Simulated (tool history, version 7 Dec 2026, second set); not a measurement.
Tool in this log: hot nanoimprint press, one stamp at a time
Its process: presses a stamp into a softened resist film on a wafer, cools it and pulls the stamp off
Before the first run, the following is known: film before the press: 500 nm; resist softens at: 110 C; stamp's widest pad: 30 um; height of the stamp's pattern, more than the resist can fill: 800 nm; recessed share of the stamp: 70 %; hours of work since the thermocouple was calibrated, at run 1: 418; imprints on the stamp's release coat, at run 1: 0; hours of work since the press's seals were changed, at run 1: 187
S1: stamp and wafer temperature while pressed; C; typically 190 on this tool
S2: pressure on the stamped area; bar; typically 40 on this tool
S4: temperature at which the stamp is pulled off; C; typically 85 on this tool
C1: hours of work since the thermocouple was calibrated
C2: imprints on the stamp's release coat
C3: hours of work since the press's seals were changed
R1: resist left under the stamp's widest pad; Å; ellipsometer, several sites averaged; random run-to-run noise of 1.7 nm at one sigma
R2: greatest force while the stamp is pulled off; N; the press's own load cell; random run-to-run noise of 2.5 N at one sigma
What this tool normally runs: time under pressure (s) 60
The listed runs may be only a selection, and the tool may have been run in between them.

{"run": 1, "hour": 0.0, "S1": 190, "S2": 40, "time under pressure (s)": 60, "S4": 85, "C1": 418, "C2": 0, "C3": 187, "R1": 2980, "R2": 129}
{"run": 2, "hour": 25.6, "S1": 190, "S2": 40, "time under pressure (s)": 60, "S4": 85, "C1": 434, "C2": 94, "C3": 203, "R1": 3021, "R2": 121}
{"run": 3, "hour": 41.3, "S1": 190, "S2": 40, "time under pressure (s)": 60, "S4": 85, "C1": 444, "C2": 151, "C3": 213, "R1": 3001, "R2": 121}
{"run": 4, "hour": 68.7, "S1": 190, "S2": 40, "time under pressure (s)": 60, "S4": 85, "C1": 462, "C2": 252, "C3": 230, "R1": 2994, "R2": 134}
{"run": 5, "hour": 84.7, "S1": 190, "S2": 40, "time under pressure (s)": 60, "S4": 85, "C1": 472, "C2": 310, "C3": 241, "R1": 2985, "R2": 132}
{"run": 6, "hour": 98.9, "S1": 192, "S2": 40, "time under pressure (s)": 60, "S4": 85, "C1": 481, "C2": 362, "C3": 250, "R1": 2823, "R2": 138}
{"run": 7, "hour": 122.6, "S1": 192, "S2": 40, "time under pressure (s)": 60, "S4": 85, "C1": 496, "C2": 449, "C3": 265, "R1": 2832, "R2": 139}
{"run": 8, "hour": 147.4, "S1": 190, "S2": 40, "time under pressure (s)": 60, "S4": 85, "C1": 512, "C2": 540, "C3": 281, "R1": 3075, "R2": 143}
{"run": 9, "hour": 170.2, "S1": 190, "S2": 40, "time under pressure (s)": 60, "S4": 85, "C1": 526, "C2": 624, "C3": 295, "R1": 3044, "R2": 153}
{"run": 10, "hour": 193.6, "S1": 190, "S2": 40, "time under pressure (s)": 116, "S4": 85, "C1": 541, "C2": 709, "C3": 310, "R1": 2489, "R2": 153}
{"hour": 206.9, "done": "stamp cleaned and given a new release coat"}
{"run": 11, "hour": 227.5, "S1": 190, "S2": 40, "time under pressure (s)": 116, "S4": 85, "C1": 559, "C2": 76, "C3": 328, "R1": 2505, "R2": 127}
{"hour": 258.7, "done": "plate thermocouple calibrated"}
{"run": 12, "hour": 258.7, "S1": 187, "S2": 40, "time under pressure (s)": 60, "S4": 85, "C1": 0, "C2": 179, "C3": 346, "R1": 3070, "R2": 123}
{"run": 13, "hour": 279.7, "S1": 190, "S2": 40, "time under pressure (s)": 60, "S4": 85, "C1": 13, "C2": 256, "C3": 359, "R1": 2818, "R2": 124}
{"run": 14, "hour": 294.1, "S1": 190, "S2": 40, "time under pressure (s)": 60, "S4": 85, "C1": 23, "C2": 309, "C3": 368, "R1": 2802, "R2": 133}
{"run": 15, "hour": 316.2, "S1": 190, "S2": 40, "time under pressure (s)": 60, "S4": 85, "C1": 37, "C2": 390, "C3": 382, "R1": 2830, "R2": 132}
{"run": 16, "hour": 347.2, "S1": 190, "S2": 40, "time under pressure (s)": 60, "S4": 85, "C1": 56, "C2": 503, "C3": 402, "R1": 2841, "R2": 141}
{"run": 17, "hour": 369.0, "S1": 185, "S2": 51.6, "time under pressure (s)": 60, "S4": 74, "C1": 70, "C2": 583, "C3": 416, "R1": 3025, "R2": 167}
{"run": 18, "hour": 384.7, "S1": 190, "S2": 40, "time under pressure (s)": 36, "S4": 88, "C1": 80, "C2": 641, "C3": 426, "R1": 3313, "R2": 139}
{"run": 19, "hour": 406.8, "S1": 190, "S2": 42.9, "time under pressure (s)": 115, "S4": 85, "C1": 94, "C2": 722, "C3": 440, "R1": 2214, "R2": 143}
{"hour": 417.3, "done": "stamp cleaned and given a new release coat"}
{"run": 20, "hour": 431.2, "S1": 190, "S2": 40, "time under pressure (s)": 50, "S4": 85, "C1": 106, "C2": 50, "C3": 452, "R1": 3007, "R2": 123}
{"run": 21, "hour": 449.6, "S1": 190, "S2": 40, "time under pressure (s)": 50, "S4": 85, "C1": 118, "C2": 118, "C3": 464, "R1": 3024, "R2": 124}
{"run": 22, "hour": 468.6, "S1": 190, "S2": 40, "time under pressure (s)": 50, "S4": 85, "C1": 130, "C2": 188, "C3": 476, "R1": 3055, "R2": 123}
{"run": 23, "hour": 498.2, "S1": 190, "S2": 40, "time under pressure (s)": 60, "S4": 76, "C1": 149, "C2": 296, "C3": 495, "R1": 2879, "R2": 153}
{"run": 24, "hour": 519.0, "S1": 186, "S2": 40, "time under pressure (s)": 34, "S4": 76, "C1": 162, "C2": 372, "C3": 508, "R1": 3756, "R2": 156}
{"run": 25, "hour": 548.0, "S1": 197, "S2": 39.1, "time under pressure (s)": 42, "S4": 87, "C1": 181, "C2": 479, "C3": 526, "R1": 2644, "R2": 135}
{"run": 26, "hour": 575.7, "S1": 197, "S2": 45.4, "time under pressure (s)": 42, "S4": 90, "C1": 198, "C2": 580, "C3": 544, "R1": 2490, "R2": 132}
{"run": 27, "hour": 593.7, "S1": 197, "S2": 45.4, "time under pressure (s)": 42, "S4": 90, "C1": 210, "C2": 646, "C3": 556, "R1": 2467, "R2": 130}
{"hour": 624.4, "done": "stamp cleaned and given a new release coat"}
{"run": 28, "hour": 629.8, "S1": 185, "S2": 40, "time under pressure (s)": 60, "S4": 85, "C1": 229, "C2": 20, "C3": 575, "R1": 3403, "R2": 121}
{"run": 29, "hour": 651.0, "S1": 183, "S2": 40, "time under pressure (s)": 60, "S4": 72, "C1": 242, "C2": 98, "C3": 588, "R1": 3603, "R2": 151}

Branching from run 29: 3 alternative next runs. What would each branch give?
{"run": "A", "hour": 669.0, "S1": 185, "S2": 40, "time under pressure (s)": 60, "S4": 85, "C1": 254, "C2": 164, "C3": 600, "R1": "?", "R2": "?"}
{"run": "B", "hour": 669.0, "S1": 183, "S2": 32.7, "time under pressure (s)": 68, "S4": 90, "C1": 254, "C2": 164, "C3": 600, "R1": "?", "R2": "?"}
{"run": "C", "hour": 669.0, "S1": 194, "S2": 40, "time under pressure (s)": 54, "S4": 72, "C1": 254, "C2": 164, "C3": 600, "R1": "?", "R2": "?"}

run=A R1=3403 R2=125
run=B R1=3729 R2=119
run=C R1=2699 R2=154
What these runs would have given with no unlogged condition in the tool:
run=A R1=3230 R2=116
run=B R1=3571 R2=111
run=C R1=2540 R2=143
